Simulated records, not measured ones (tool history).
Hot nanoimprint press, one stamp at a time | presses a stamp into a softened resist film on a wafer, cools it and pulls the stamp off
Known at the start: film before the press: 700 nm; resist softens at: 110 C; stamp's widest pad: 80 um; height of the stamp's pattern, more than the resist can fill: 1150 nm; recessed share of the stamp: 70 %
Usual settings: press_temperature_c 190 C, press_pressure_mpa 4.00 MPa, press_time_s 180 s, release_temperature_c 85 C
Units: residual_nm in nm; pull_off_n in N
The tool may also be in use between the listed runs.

run	hour	press_temperature_c	press_pressure_mpa	press_time_s	release_temperature_c	residual_nm	pull_off_n
1	0.0	190	4.00	180	85	364.3	171
2	29.3	190	4.00	180	85	363.2	167
3	46.8	190	4.00	180	85	364.9	176
4	79.7	194	4.00	180	85	334.5	175
5	106.8	199	4.00	180	85	298.7	176
6	129.8	199	4.00	180	85	302.9	183
7	161.6	190	3.61	180	85	386.6	184
8	188.0	190	4.23	180	85	356.7	154
9	210.2	190	4.23	180	85	359.4	163
10	235.2	190	4.00	180	85	368.3	163
11	254.6	190	4.00	180	85	369.1	166
12	274.3	190	4.00	180	85	370.8	165
13	301.2	190	4.00	261	87	329.0	163
14	332.3	179	4.00	180	88	471.1	157
15	359.3	200	3.27	153	72	347.9	231
16	385.8	200	3.27	153	72	349.6	239
17	412.7	200	3.27	153	72	349.2	251
18	427.8	200	3.27	153	89	351.3	164
19	450.4	200	3.27	255	89	296.5	164
20	473.0	200	3.27	255	89	283.8	156
21	497.3	200	3.27	255	89	284.7	158
22	515.4	200	3.27	255	89	284.1	161
23	540.1	178	2.79	180	85	532.6	151
24	563.3	195	4.00	180	76	321.7	194

Taken out of this log: 3 entries between the listed runs. Where each belongs, and how the hidden state differs across it:
Between runs 7 and 8: stamp cleaned and given a new release coat (hour 174.9)
  true temperature over the reading, C: -1.11 -> -1.16; pressure that arrives at the usual setting, %: 99.22 -> 99.2; grip of the stamp's worn release coat, % over a new coat's: 17.6 -> 0.6
  measured less the result without the state, residual_nm: +10.5 -> +10.8 nm; pull_off_n: +33 -> +6 N
Between runs 19 and 20: plate thermocouple calibrated (hour 469.5)
  true temperature over the reading, C: -1.72 -> 0.1; pressure that arrives at the usual setting, %: 98.86 -> 98.83; grip of the stamp's worn release coat, % over a new coat's: 14.2 -> 15.2
  measured less the result without the state, residual_nm: +12.4 -> +0.9 nm; pull_off_n: +28 -> +20 N
Between runs 22 and 23: stamp cleaned and given a new release coat (hour 531.6)
  true temperature over the reading, C: 0 -> -0.03; pressure that arrives at the usual setting, %: 98.77 -> 98.75; grip of the stamp's worn release coat, % over a new coat's: 17.5 -> 0.4
  measured less the result without the state, residual_nm: +1.5 -> +1.7 nm; pull_off_n: +24 -> +1 N
